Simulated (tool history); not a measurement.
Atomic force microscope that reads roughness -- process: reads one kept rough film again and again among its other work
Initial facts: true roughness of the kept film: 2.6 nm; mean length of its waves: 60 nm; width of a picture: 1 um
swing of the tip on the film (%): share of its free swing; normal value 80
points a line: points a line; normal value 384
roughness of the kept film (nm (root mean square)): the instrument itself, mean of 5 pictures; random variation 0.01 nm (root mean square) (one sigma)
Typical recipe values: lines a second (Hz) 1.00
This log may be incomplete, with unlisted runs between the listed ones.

run   hour  lines a second (Hz)  swing of the tip on the film (%)  points a line  roughness of the kept film (nm (root mean square))
  1    0.0                 1.00                                80            384                                               2.263
  2    7.9                 1.00                                80            384                                               2.235
  3   17.1                 1.00                                80            383                                               2.238
  4   25.5                 0.51                                80            384                                               2.293
  5   32.7                 0.51                                80            384                                               2.266
  6   40.2                 0.51                                80            384                                               2.287
  7   50.4                 0.51                                80            384                                               2.237
  8   56.7                 0.51                                80            384                                               2.242
      59.1  -- new tip fitted
  9   66.1                 0.51                                80            384                                               2.416
 10   75.7                 0.51                                80            384                                               2.410
 11   80.6                 0.51                                80            384                                               2.405
 12   86.6                 1.00                                59            384                                               2.420
 13   91.5                 1.00                                59            384                                               2.407
 14  100.4                 1.00                                59            384                                               2.404
 15  110.4                 1.00                                59            384                                               2.394
 16  115.6                 1.00                                59            384                                               2.369
 17  124.2                 1.00                                59            384                                               2.353
 18  132.9                 1.00                                59            384                                               2.355
 19  141.0                 1.00                                65            384                                               2.322
 20  148.4                 1.33                                80            384                                               2.167
 21  158.3                 1.33                                80            384                                               2.144
 22  169.4                 1.33                                80            384                                               2.126
 23  174.2                 1.00                                80            384                                               2.186
     179.9  -- new tip fitted
 24  180.4                 1.65                                80            384                                               2.260
 25  191.1                 3.53                                59            282                                               2.340
 26  196.9                 0.67                                58            592                                               2.463
 27  206.1                 0.67                                58            592                                               2.446
 28  217.7                 1.04                                75            532                                               2.312
 29  226.1                 2.42                                55            811                                               2.361
     228.0  -- height scale calibrated on a step standard
 30  232.6                 2.72                                55           1007                                               2.333
 31  243.8                 2.72                                55           1007                                               2.316
 32  250.8                 3.71                                80            522                                               1.922
 33  262.6                 3.71                                80            522                                               1.901
 34  271.6                 3.71                                80            522                                               1.889
 35  282.8                 0.50                                80            334                                               2.254
 36  287.8                 0.83                                55            666                                               2.316
     290.4  -- height scale calibrated on a step standard, once more
 37  299.0                 3.53                                76           1020                                               1.936
     303.5  -- new tip fitted
 38  309.7                 3.53                                76           1020                                               2.103
 39  317.9                 3.53                                76           1020                                               2.092
 40  324.9                 3.53                                81           1020                                               1.980
 41  331.2                 0.53                                82           1020                                               2.363
 42  336.3                 1.00                                80            540                                               2.308
 43  347.3                 2.29                                64            682                                               2.295
 44  356.1                 1.43                                80            365                                               2.222
 45  364.2                 1.43                                80            609                                               2.178
 46  375.8                 1.43                                70            879                                               2.272
 47  382.2                 1.49                                72            384                                               2.238

Run by run, hidden condition taken away, random variation retained:
Hidden state present: radius of the tip, nm; height scale over the true one, %; drift of the gauge itself on roughness_nm, %.
run  roughness of the kept film (nm (root mean square))
  1                                               2.371
  2                                               2.355
  3                                               2.370
  4                                               2.443
  5                                               2.427
  6                                               2.459
  7                                               2.422
  8                                               2.439
  9                                               2.430
 10                                               2.439
 11                                               2.442
 12                                               2.470
 13                                               2.465
 14                                               2.478
 15                                               2.484
 16                                               2.466
 17                                               2.464
 18                                               2.482
 19                                               2.460
 20                                               2.310
 21                                               2.304
 22                                               2.299
 23                                               2.372
 24                                               2.261
 25                                               2.359
 26                                               2.495
 27                                               2.493
 28                                               2.376
 29                                               2.441
 30                                               2.422
 31                                               2.425
 32                                               2.023
 33                                               2.017
 34                                               2.017
 35                                               2.425
 36                                               2.501
 37                                               2.103
 38                                               2.116
 39                                               2.118
 40                                               2.016
 41                                               2.418
 42                                               2.369
 43                                               2.376
 44                                               2.314
 45                                               2.282
 46                                               2.401
 47                                               2.375
